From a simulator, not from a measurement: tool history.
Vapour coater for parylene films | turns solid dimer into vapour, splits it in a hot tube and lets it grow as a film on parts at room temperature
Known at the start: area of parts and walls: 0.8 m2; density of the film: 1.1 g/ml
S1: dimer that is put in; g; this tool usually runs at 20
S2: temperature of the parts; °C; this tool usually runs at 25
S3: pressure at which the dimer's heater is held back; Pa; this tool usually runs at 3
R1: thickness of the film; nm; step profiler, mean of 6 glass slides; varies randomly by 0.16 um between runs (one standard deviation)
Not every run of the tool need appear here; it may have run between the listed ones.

run,hour,S1,S2,S3,R1
1,0,20,25,3,19460
2,18.2,20,25,3,19310
3,42.9,20,25,3,19170
4,61.1,20,21,3,20710
5,84.4,20,25,2.16,20380
6,104.5,20,25,2.16,20130
7,126.4,20,25,2.16,20090
8,156.5,20,25,2.16,20030
9,176,20,25,2.16,20250
10,191.1,35,25,2.16,35220
11,204.5,20,25,3,18670
12,230.6,20,25,3,18940
13,257.7,20,25,3,18710
14,274.5,20,25,5.8,16480
15,297.8,8,25,3,7520
16,318.4,8,25,3,7440
17,345.1,8,25,3,7390
18,367.8,20,25,3,18460
19,392.7,20,25,3,18530
20,418,20,25,3,18340
21,442.2,20,30,3,16180
22,459.5,20,26,3,17510
# hour 465.2: trap's valve overhauled
23,482.6,20,21,3,18590
24,494.9,20,21,3,18470
25,513.5,9,25,5.66,6710
26,543.4,20,29,3,15510
27,562.1,20,28,2.88,15900
28,587,36,22,9.92,25410
29,603.8,31,25,6.74,22060
# hour 623.3: trap's valve overhauled, once more
30,636.2,29,25,6.74,24500
31,654.9,29,25,6.74,24700
32,667.3,29,25,2.31,30590
33,691.6,29,25,2.29,30420
34,707.5,25,32,3,21210
35,731.4,25,32,3,20980
36,760.6,25,32,3,21330
37,790.8,25,24,3,24680
38,816.2,25,24,3,24660
39,843.7,19,34,2.73,15500
40,857.6,23,25,3.25,21860
41,881.5,23,25,3.25,21410
42,909.1,26,26,5.02,22210
43,921.3,26,26,5.02,21930
44,935.5,16,24,7.65,12810
45,964,16,24,7.65,12740
46,979.4,16,24,7.65,12780
47,993.2,16,32,7.65,10620

Measured minus without-hidden-state, run by run (identical run-to-run variation in each term; gauge scatter may differ):
Hidden state at play: vapour lost through the trap's worn valve, %; true temperature of the parts over the reading, C; drift of the gauge itself on film_um, %.
run,R1
1,-460
2,-510
3,-570
4,-680
5,-740
6,-800
7,-860
8,-960
9,-1030
10,-1870
11,-1040
12,-1120
13,-1200
14,-1100
15,-520
16,-550
17,-580
18,-1520
19,-1610
20,-1660
21,-1540
22,-1710
23,-3010
24,-3030
25,-1120
26,-2720
27,-2840
28,-4670
29,-4120
30,+210
31,+140
32,+130
33,+20
34,-40
35,-100
36,-200
37,-340
38,-440
39,-350
40,-540
41,-610
42,-720
43,-750
44,-460
45,-520
46,-560
47,-490
